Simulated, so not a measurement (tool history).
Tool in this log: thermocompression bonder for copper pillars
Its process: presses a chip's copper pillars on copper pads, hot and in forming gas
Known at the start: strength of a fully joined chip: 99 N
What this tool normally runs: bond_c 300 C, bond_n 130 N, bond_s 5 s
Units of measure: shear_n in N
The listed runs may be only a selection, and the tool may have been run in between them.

run	hour	bond_c	bond_n	bond_s	shear_n
1	0.0	300	130	5	65.8
2	9.8	300	130	5	66.1
3	15.5	300	130	4	62.4
4	22.2	300	130	4	62.2
5	31.3	300	130	5	65.6
6	37.9	294	130	5	61.4
7	45.4	294	130	5	61.2
8	52.7	294	130	5	61.4
9	63.6	294	130	5	62.1
10	72.8	300	130	5	66.1
11	82.5	300	130	5	67.2
12	88.8	300	130	5	65.8
13	99.0	300	130	5	65.6
14	109.4	321	130	5	78.5
15	117.6	321	130	5	77.7
16	128.0	321	130	5	77.7
17	139.2	300	130	6	69.0
18	147.1	300	130	6	68.7
19	153.9	300	130	6	68.7
20	163.0	300	130	6	68.8
21	167.9	300	135	6	70.5
22	178.5	300	141	4	64.4
23	189.8	300	141	4	64.1
24	198.6	301	113	7	68.5
25	206.1	300	130	5	65.9
26	216.1	300	121	8	72.8
27	221.7	320	89	8	77.8
28	233.0	282	190	11	76.0
29	242.7	282	190	11	75.1
30	250.7	309	130	5	70.9
31	258.1	279	168	3	49.1
32	264.0	316	174	5	81.5
33	270.8	316	147	4	74.5
34	279.3	316	147	4	74.4
# hour 285.5: forming gas filter changed
35	286.5	301	144	13	86.1
36	292.6	301	144	13	86.4
37	299.9	300	175	5	74.6
38	307.8	300	175	5	74.5
39	316.1	304	125	5	70.7
40	322.0	300	107	11	77.4

4 ways to go on from here, each from the tool as it stands after run 40. What would each give?
A	331.9	314	130	3	?
B	331.9	320	124	7	?
C	331.9	300	107	10	?
D	331.9	305	165	5	?

run	shear_n
A	68.3
B	83.7
C	75.6
D	77.0
Stripped of hidden state, with their random variation kept, the same runs would have yielded:
run	shear_n
A	67.6
B	83.2
C	74.8
D	76.3
